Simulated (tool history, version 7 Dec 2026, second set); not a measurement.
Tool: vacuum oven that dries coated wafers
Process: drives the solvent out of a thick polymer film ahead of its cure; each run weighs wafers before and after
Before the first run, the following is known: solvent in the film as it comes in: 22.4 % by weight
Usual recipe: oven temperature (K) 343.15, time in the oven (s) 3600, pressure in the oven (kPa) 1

run 1 day=0 | oven_temperature_(K)=343.15 time_in_the_oven_(s)=3600 pressure_in_the_oven_(kPa)=1 | solvent_left_in_the_film_(%)=1.07
run 2 day=0.588 | oven_temperature_(K)=343.15 time_in_the_oven_(s)=3600 pressure_in_the_oven_(kPa)=1 | solvent_left_in_the_film_(%)=1.02
run 3 day=0.962 | oven_temperature_(K)=343.15 time_in_the_oven_(s)=3600 pressure_in_the_oven_(kPa)=1 | solvent_left_in_the_film_(%)=1.02
run 4 day=1.358 | oven_temperature_(K)=343.15 time_in_the_oven_(s)=3600 pressure_in_the_oven_(kPa)=0.7 | solvent_left_in_the_film_(%)=0.9
run 5 day=1.867 | oven_temperature_(K)=343.15 time_in_the_oven_(s)=3600 pressure_in_the_oven_(kPa)=0.77 | solvent_left_in_the_film_(%)=0.96
run 6 day=2.517 | oven_temperature_(K)=343.15 time_in_the_oven_(s)=3600 pressure_in_the_oven_(kPa)=0.77 | solvent_left_in_the_film_(%)=1
run 7 day=3.338 | oven_temperature_(K)=343.15 time_in_the_oven_(s)=3600 pressure_in_the_oven_(kPa)=0.77 | solvent_left_in_the_film_(%)=0.95
run 8 day=3.883 | oven_temperature_(K)=343.15 time_in_the_oven_(s)=3600 pressure_in_the_oven_(kPa)=0.77 | solvent_left_in_the_film_(%)=1.01
run 9 day=4.312 | oven_temperature_(K)=347.15 time_in_the_oven_(s)=3600 pressure_in_the_oven_(kPa)=0.77 | solvent_left_in_the_film_(%)=0.58
run 10 day=4.962 | oven_temperature_(K)=343.15 time_in_the_oven_(s)=3600 pressure_in_the_oven_(kPa)=1 | solvent_left_in_the_film_(%)=1.05
run 11 day=5.654 | oven_temperature_(K)=343.15 time_in_the_oven_(s)=3600 pressure_in_the_oven_(kPa)=1 | solvent_left_in_the_film_(%)=1.11
run 12 day=6.442 | oven_temperature_(K)=343.15 time_in_the_oven_(s)=3600 pressure_in_the_oven_(kPa)=1 | solvent_left_in_the_film_(%)=1.11
run 13 day=7.112 | oven_temperature_(K)=355.15 time_in_the_oven_(s)=3600 pressure_in_the_oven_(kPa)=1 | solvent_left_in_the_film_(%)=0.41
run 14 day=7.688 | oven_temperature_(K)=355.15 time_in_the_oven_(s)=3600 pressure_in_the_oven_(kPa)=1 | solvent_left_in_the_film_(%)=0.49
run 15 day=8.042 | oven_temperature_(K)=342.15 time_in_the_oven_(s)=4440 pressure_in_the_oven_(kPa)=1 | solvent_left_in_the_film_(%)=1.02
run 16 day=8.754 | oven_temperature_(K)=348.15 time_in_the_oven_(s)=5400 pressure_in_the_oven_(kPa)=2.26 | solvent_left_in_the_film_(%)=1.14
run 17 day=9.458 | oven_temperature_(K)=348.15 time_in_the_oven_(s)=5400 pressure_in_the_oven_(kPa)=2.26 | solvent_left_in_the_film_(%)=1.13
run 18 day=9.954 | oven_temperature_(K)=348.15 time_in_the_oven_(s)=5400 pressure_in_the_oven_(kPa)=2.26 | solvent_left_in_the_film_(%)=1.07
run 19 day=10.7 | oven_temperature_(K)=343.15 time_in_the_oven_(s)=2040 pressure_in_the_oven_(kPa)=2.24 | solvent_left_in_the_film_(%)=3.96

Not shown: 2 entries that the log had between the listed runs. Between which runs, and how does the tool's hidden state differ before and after?
Run 9 -> run 10: oven's thermocouples calibrated (day 4.433)
  true wafer temperature over the reading, C: 1.16 -> 1.32; true pressure over the reading, kPa: 0.049 -> 0.052
  measured less the result without the state, solvent left in the film (%): -0.06 -> -0.12
Run 13 -> run 14: oven's thermocouples calibrated, once more (day 7.496)
  true wafer temperature over the reading, C: 1.4 -> -0.38; true pressure over the reading, kPa: 0.063 -> 0.066
  measured less the result without the state, solvent left in the film (%): -0.01 -> +0.03
